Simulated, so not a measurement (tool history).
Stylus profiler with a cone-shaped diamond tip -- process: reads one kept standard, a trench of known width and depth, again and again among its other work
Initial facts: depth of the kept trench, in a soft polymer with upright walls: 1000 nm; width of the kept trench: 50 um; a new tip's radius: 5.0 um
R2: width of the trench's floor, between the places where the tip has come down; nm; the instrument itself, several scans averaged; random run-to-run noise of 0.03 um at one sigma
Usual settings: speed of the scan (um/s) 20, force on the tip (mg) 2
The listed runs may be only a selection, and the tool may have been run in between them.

Run 1, hour 0: usual settings. Result: depth of the trench (Å) 10092.9, R2 43500 nm.
Run 2, hour 15.8: usual settings. Result: depth of the trench (Å) 10094.3, R2 43530 nm.
Run 3, hour 30.8: usual settings. Result: depth of the trench (Å) 10092.9, R2 43410 nm.
Run 4, hour 44.5: usual settings. Result: depth of the trench (Å) 10096.8, R2 43470 nm.
Run 5, hour 75.8: usual settings but force on the tip (mg) 2.81. Result: depth of the trench (Å) 10119.8, R2 43430 nm.
Run 6, hour 95.4: usual settings but force on the tip (mg) 2.81. Result: depth of the trench (Å) 10119.6, R2 43440 nm.
Run 7, hour 110.6: usual settings but force on the tip (mg) 2.81. Result: depth of the trench (Å) 10118.9, R2 43430 nm.
At hour 112.4: height scale calibrated on a step standard.
Run 8, hour 140.4: usual settings but force on the tip (mg) 2.81. Result: depth of the trench (Å) 10118.2, R2 43360 nm.
Run 9, hour 170.3: usual settings. Result: depth of the trench (Å) 10097.6, R2 43350 nm.
Run 10, hour 194.9: usual settings. Result: depth of the trench (Å) 10096.8, R2 43290 nm.
At hour 196.9: height scale calibrated on a step standard, once more.
Run 11, hour 218.2: usual settings but speed of the scan (um/s) 8, force on the tip (mg) 4.03. Result: depth of the trench (Å) 10145.2, R2 43330 nm.
Run 12, hour 249.2: usual settings but speed of the scan (um/s) 8, force on the tip (mg) 4.03. Result: depth of the trench (Å) 10148, R2 43330 nm.
Run 13, hour 269.7: usual settings but speed of the scan (um/s) 30, force on the tip (mg) 0.71. Result: depth of the trench (Å) 10043.5, R2 43040 nm.
Run 14, hour 289.1: usual settings but speed of the scan (um/s) 50, force on the tip (mg) 2.46. Result: depth of the trench (Å) 10105, R2 43080 nm.
Run 15, hour 316.7: usual settings but force on the tip (mg) 4.77. Result: depth of the trench (Å) 10165, R2 43230 nm.
Run 16, hour 336.6: usual settings but speed of the scan (um/s) 7, force on the tip (mg) 1.79. Result: depth of the trench (Å) 10083.2, R2 43310 nm.
Run 17, hour 365: usual settings but speed of the scan (um/s) 7, force on the tip (mg) 1.79. Result: depth of the trench (Å) 10079, R2 43260 nm.
Run 18, hour 385.9: usual settings but speed of the scan (um/s) 17, force on the tip (mg) 3.37. Result: depth of the trench (Å) 10129.9, R2 43250 nm.
Run 19, hour 411.2: usual settings but speed of the scan (um/s) 10, force on the tip (mg) 3.06. Result: depth of the trench (Å) 10122.3, R2 43180 nm.
Run 20, hour 437.6: usual settings but speed of the scan (um/s) 12, force on the tip (mg) 0.89. Result: depth of the trench (Å) 10053, R2 43110 nm.

Consider 3 possible next runs. They are alternatives, not a sequence: every one starts from the tool as it was left by run 20. What does each give?
Run A, hour 465.8: usual settings but speed of the scan (um/s) 39. Result: depth of the trench (Å) ?, R2 ?.
Run B, hour 465.8: usual settings but speed of the scan (um/s) 47, force on the tip (mg) 1.54. Result: depth of the trench (Å) ?, R2 ?.
Run C, hour 465.8: usual settings but speed of the scan (um/s) 7. Result: depth of the trench (Å) ?, R2 ?.

run  depth of the trench (Å)     R2
  A                  10093.9  42920
  B                  10079.6  42850
  C                  10092.1  43170
What these runs would have given with no unlogged condition in the tool:
run  depth of the trench (Å)     R2
  A                  10097.5  43730
  B                  10083.2  43660
  C                  10095.7  43980
